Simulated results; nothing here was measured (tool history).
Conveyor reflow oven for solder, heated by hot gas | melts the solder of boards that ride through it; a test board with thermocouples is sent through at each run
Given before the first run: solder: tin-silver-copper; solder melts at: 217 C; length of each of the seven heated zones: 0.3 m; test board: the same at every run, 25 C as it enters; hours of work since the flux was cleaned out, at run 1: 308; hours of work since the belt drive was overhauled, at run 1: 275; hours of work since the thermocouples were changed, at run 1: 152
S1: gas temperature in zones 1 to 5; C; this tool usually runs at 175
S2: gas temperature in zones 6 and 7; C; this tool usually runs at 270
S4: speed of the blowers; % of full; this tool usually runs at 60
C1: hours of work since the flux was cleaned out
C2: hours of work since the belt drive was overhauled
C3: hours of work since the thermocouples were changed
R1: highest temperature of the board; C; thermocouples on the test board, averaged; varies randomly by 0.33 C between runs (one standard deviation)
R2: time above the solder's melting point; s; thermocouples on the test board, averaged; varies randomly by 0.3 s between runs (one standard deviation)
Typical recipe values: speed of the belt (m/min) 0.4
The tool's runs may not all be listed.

{"run": 1, "hour": 0.0, "S1": 175, "S2": 270, "speed of the belt (m/min)": 0.4, "S4": 60, "C1": 308, "C2": 275, "C3": 152, "R1": 254.4, "R2": 69.2}
{"run": 2, "hour": 12.5, "S1": 175, "S2": 270, "speed of the belt (m/min)": 0.4, "S4": 60, "C1": 315, "C2": 282, "C3": 159, "R1": 253.8, "R2": 69.6}
{"run": 3, "hour": 23.2, "S1": 175, "S2": 270, "speed of the belt (m/min)": 0.4, "S4": 60, "C1": 320, "C2": 287, "C3": 164, "R1": 254.4, "R2": 69.4}
{"run": 4, "hour": 37.5, "S1": 175, "S2": 270, "speed of the belt (m/min)": 0.4, "S4": 60, "C1": 328, "C2": 294, "C3": 172, "R1": 254.3, "R2": 69.3}
{"run": 5, "hour": 50.6, "S1": 175, "S2": 270, "speed of the belt (m/min)": 0.4, "S4": 89, "C1": 335, "C2": 301, "C3": 179, "R1": 258.9, "R2": 73.9}
{"run": 6, "hour": 60.9, "S1": 175, "S2": 270, "speed of the belt (m/min)": 0.4, "S4": 89, "C1": 340, "C2": 307, "C3": 184, "R1": 258.8, "R2": 74.5}
{"run": 7, "hour": 78.0, "S1": 182, "S2": 272, "speed of the belt (m/min)": 0.4, "S4": 89, "C1": 349, "C2": 315, "C3": 193, "R1": 261.6, "R2": 78.2}
{"run": 8, "hour": 93.2, "S1": 185, "S2": 270, "speed of the belt (m/min)": 0.4, "S4": 87, "C1": 357, "C2": 323, "C3": 200, "R1": 260.2, "R2": 79.3}
{"run": 9, "hour": 102.3, "S1": 161, "S2": 277, "speed of the belt (m/min)": 0.4, "S4": 87, "C1": 361, "C2": 328, "C3": 205, "R1": 263.0, "R2": 71.1}
{"run": 10, "hour": 110.0, "S1": 175, "S2": 270, "speed of the belt (m/min)": 0.4, "S4": 60, "C1": 365, "C2": 332, "C3": 209, "R1": 254.7, "R2": 69.7}

Run 11 has not been measured yet. What should we expect?
{"run": 11, "hour": 126.4, "S1": 175, "S2": 270, "speed of the belt (m/min)": 0.4, "S4": 60, "C1": 374, "C2": 340, "C3": 218, "R1": "?", "R2": "?"}

R1: 254.2 C
R2: 68.6 s
With no hidden state in the tool, this same run would have given R1 254.3 C, R2 68.7 s.

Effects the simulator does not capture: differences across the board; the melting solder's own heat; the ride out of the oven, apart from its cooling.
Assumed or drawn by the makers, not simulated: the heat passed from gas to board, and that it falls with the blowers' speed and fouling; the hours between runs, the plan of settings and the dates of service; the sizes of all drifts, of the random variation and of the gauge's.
